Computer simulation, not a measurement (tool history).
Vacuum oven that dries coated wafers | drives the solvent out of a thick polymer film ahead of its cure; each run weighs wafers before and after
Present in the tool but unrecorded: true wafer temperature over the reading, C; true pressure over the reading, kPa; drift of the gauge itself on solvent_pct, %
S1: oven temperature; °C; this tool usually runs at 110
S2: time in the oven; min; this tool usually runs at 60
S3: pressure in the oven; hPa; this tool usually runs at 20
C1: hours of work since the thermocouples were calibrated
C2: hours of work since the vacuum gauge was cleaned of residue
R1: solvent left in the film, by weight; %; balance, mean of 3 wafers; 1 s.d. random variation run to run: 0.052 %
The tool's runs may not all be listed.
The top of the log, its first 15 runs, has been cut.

Run 16, day 18.288: usual settings but S3 23.1 hPa; C1 103; C2 1619. Result: R1 1.58 %.
Run 17, day 19.246: usual settings but S2 36 min, S3 28 hPa; C1 121; C2 1637. Result: R1 2.9 %.
Run 18, day 20.404: usual settings but S1 103 °C; C1 142; C2 1658. Result: R1 2.35 %.
Run 19, day 21.633: usual settings but S1 100 °C; C1 164; C2 1681. Result: R1 2.89 %.
Run 20, day 22.571: usual settings but S1 100 °C; C1 182; C2 1698. Result: R1 2.82 %.
Run 21, day 23.333: usual settings but S1 121 °C, S2 85 min, S3 58.6 hPa; C1 195; C2 1712. Result: R1 1.47 %.
Run 22, day 24.396: usual settings but S3 73 hPa; C1 215; C2 1731. Result: R1 3.11 %.
Run 23, day 25.267: usual settings but S1 109 °C, S2 98 min; C1 231; C2 1747. Result: R1 0.98 %.
Run 24, day 26.242: usual settings but S1 121 °C, S2 61 min; C1 249; C2 1765. Result: R1 0.65 %.
Run 25, day 27.542: usual settings but S1 121 °C, S2 61 min; C1 273; C2 1789. Result: R1 0.72 %.
Run 26, day 28.988: usual settings but S1 116 °C, S2 91 min; C1 299; C2 1815. Result: R1 0.77 %.
Run 27, day 30.667: usual settings but S1 120 °C, S2 91 min, S3 22.8 hPa; C1 330; C2 1846. Result: R1 0.62 %.
Run 28, day 31.429: usual settings but S1 116 °C, S2 52 min, S3 21.7 hPa; C1 344; C2 1860. Result: R1 1.29 %.
Run 29, day 32.988: usual settings but S1 98 °C, S2 108 min, S3 24.4 hPa; C1 372; C2 1889. Result: R1 2.18 %.
Run 30, day 34.833: usual settings but S1 106 °C, S3 36.1 hPa; C1 406; C2 1922. Result: R1 2.69 %.

Alternative continuations, all from the tool just after run 30; predict every row:
Run A, day 36.412: usual settings but S1 119 °C, S3 24.1 hPa; C1 435; C2 1951. Result: R1 ?.
Run B, day 36.412: usual settings but S1 118 °C, S2 72 min, S3 42.1 hPa; C1 435; C2 1951. Result: R1 ?.
Run C, day 36.412: usual settings but S1 95 °C, S2 41 min, S3 10.2 hPa; C1 435; C2 1951. Result: R1 ?.

run    R1
  A  1.04
  B  1.39
  C  4.92
What these runs would have given with no unlogged condition in the tool:
run    R1
  A  0.88
  B  1.22
  C  4.61
